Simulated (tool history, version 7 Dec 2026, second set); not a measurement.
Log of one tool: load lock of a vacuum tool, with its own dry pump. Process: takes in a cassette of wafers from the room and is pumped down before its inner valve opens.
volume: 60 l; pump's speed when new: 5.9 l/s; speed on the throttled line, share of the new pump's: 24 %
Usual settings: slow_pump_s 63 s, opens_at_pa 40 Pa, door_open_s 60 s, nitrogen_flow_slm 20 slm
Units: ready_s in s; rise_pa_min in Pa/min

| run | day | slow_pump_s | opens_at_pa | door_open_s | nitrogen_flow_slm | incoming humidity of the room's air, % | ready_s | rise_pa_min |
|---|---|---|---|---|---|---|---|---|
| 1 | 0 | 63 | 40 | 60 | 20 | 46.1 | 129.5 | 0.033 |
| 2 | 4.079 | 63 | 40 | 46 | 20 | 42 | 131.5 | 0.037 |
| 3 | 7.2 | 63 | 40 | 46 | 20 | 45.4 | 129.7 | 0.034 |
| 4 | 10.442 | 63 | 40 | 176 | 20 | 45 | 131.3 | 0.054 |
| 5 | 13.425 | 63 | 40 | 60 | 20 | 37.8 | 131.6 | 0.035 |
| 6 | 15.621 | 63 | 40 | 60 | 33 | 42.5 | 129.3 | 0.029 |
| 7 | 18.475 | 63 | 40 | 60 | 33 | 46.6 | 131.2 | 0.032 |
| 8 | 22.096 | 59 | 40 | 60 | 20 | 46.1 | 126.8 | 0.044 |
| 9 | 26.625 | 59 | 40 | 60 | 20 | 45.3 | 127.4 | 0.038 |
| 10 | 28.708 | 59 | 40 | 60 | 20 | 47.1 | 126.6 | 0.043 |
| 11 | 31.9 | 63 | 40 | 76 | 20 | 50.9 | 131.4 | 0.049 |
| 12 | 35.279 | 63 | 36 | 76 | 43 | 46.4 | 130.4 | 0.031 |
| 13 | 38.267 | 33 | 75 | 50 | 15 | 46.1 | 101 | 0.04 |
| 14 | 42.638 | 33 | 75 | 50 | 15 | 41.4 | 102 | 0.045 |
| 15 | 44.854 | 82 | 40 | 54 | 31 | 44.6 | 145.1 | 0.038 |

Forecast each of these 5 alternatives for the next run:
| A | 47.754 | 67 | 32 | 60 | 20 | 47.4 | ? | ? |
| B | 47.754 | 40 | 54 | 60 | 20 | 45.7 | ? | ? |
| C | 47.754 | 82 | 37 | 54 | 4 | 44.1 | ? | ? |
| D | 47.754 | 107 | 30 | 60 | 19 | 45.1 | ? | ? |
| E | 47.754 | 41 | 40 | 36 | 43 | 44.2 | ? | ? |

| run | ready_s | rise_pa_min |
|---|---|---|
| A | 136 | 0.042 |
| B | 109.7 | 0.043 |
| C | 143.7 | 0.06 |
| D | 166 | 0.049 |
| E | 115.2 | 0.028 |
Without the tool's hidden state the same runs would have given:
| run | ready_s | rise_pa_min |
|---|---|---|
| A | 132.3 | 0.032 |
| B | 106 | 0.033 |
| C | 140.3 | 0.05 |
| D | 162.6 | 0.039 |
| E | 111.2 | 0.018 |
